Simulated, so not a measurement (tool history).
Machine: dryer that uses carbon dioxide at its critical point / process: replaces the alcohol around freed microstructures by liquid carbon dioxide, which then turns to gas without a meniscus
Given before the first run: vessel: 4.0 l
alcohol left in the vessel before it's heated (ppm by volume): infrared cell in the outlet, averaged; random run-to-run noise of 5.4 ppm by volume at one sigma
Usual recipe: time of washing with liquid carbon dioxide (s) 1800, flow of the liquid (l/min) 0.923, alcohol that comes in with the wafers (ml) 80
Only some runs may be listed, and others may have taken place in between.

| run | hour | time of washing with liquid carbon dioxide (s) | flow of the liquid (l/min) | alcohol that comes in with the wafers (ml) | alcohol left in the vessel before it's heated (ppm by volume) |
|---|---|---|---|---|---|
| 1 | 0 | 1800 | 0.923 | 80 | 248 |
| 2 | 8.3 | 1800 | 0.923 | 80 | 253 |
| 3 | 15.4 | 1800 | 1.08 | 80 | 146 |
| 4 | 22.9 | 1800 | 0.923 | 80 | 252 |
| 5 | 27.5 | 1800 | 0.923 | 80 | 247 |
| 6 | 38 | 1800 | 0.923 | 80 | 255 |
| 7 | 43.7 | 1800 | 0.923 | 80 | 268 |
| 8 | 52.5 | 1800 | 0.923 | 80 | 264 |
| 9 | 60.3 | 1800 | 0.923 | 80 | 271 |
| 10 | 65.1 | 1800 | 0.923 | 80 | 275 |
| 11 | 74 | 1800 | 0.923 | 80 | 265 |
| 12 | 82.1 | 1800 | 0.923 | 80 | 276 |
| 13 | 86.9 | 1800 | 0.923 | 80 | 276 |
| 14 | 93.3 | 2760 | 0.854 | 75 | 110 |
| 15 | 100.3 | 2760 | 0.854 | 75 | 109 |
| 16 | 107.5 | 2040 | 1.011 | 26 | 91 |
| 17 | 115 | 1320 | 0.879 | 78 | 882 |
| 18 | 119.6 | 1140 | 0.923 | 80 | 1203 |
| 19 | 128.9 | 1140 | 0.96 | 80 | 1054 |
| 20 | 136.6 | 1800 | 1.544 | 80 | 92 |
| 21 | 147 | 1500 | 1.515 | 22 | 106 |
| 22 | 156.2 | 1800 | 0.866 | 80 | 360 |
| 23 | 167.4 | 1800 | 0.866 | 80 | 385 |

Some steps in alcohol left in the vessel before it's heated (ppm by volume), run to run, broken into two amounts with sign: the step expected even without the hidden condition (settings, incoming material, random variation), and the rest, left for the hidden condition together with whatever gauge scatter is not in both the measured and the hidden-condition-free result:
The hidden state here: flow that reaches the vessel past the clogged filter, %; alcohol in the recycled carbon dioxide, ppm; drift of the gauge itself on alcohol_ppm, %.
Run 16 -> 17: time of washing with liquid carbon dioxide (s) 2040 -> 1320, flow of the liquid (l/min) 1.011 -> 0.879, alcohol that comes in with the wafers (ml) 26 -> 78. alcohol left in the vessel before it's heated (ppm by volume) +791: hidden state +195, all else +596.
Run 19 -> 20: time of washing with liquid carbon dioxide (s) 1140 -> 1800, flow of the liquid (l/min) 0.96 -> 1.544. alcohol left in the vessel before it's heated (ppm by volume) -962: hidden state -233, all else -729.

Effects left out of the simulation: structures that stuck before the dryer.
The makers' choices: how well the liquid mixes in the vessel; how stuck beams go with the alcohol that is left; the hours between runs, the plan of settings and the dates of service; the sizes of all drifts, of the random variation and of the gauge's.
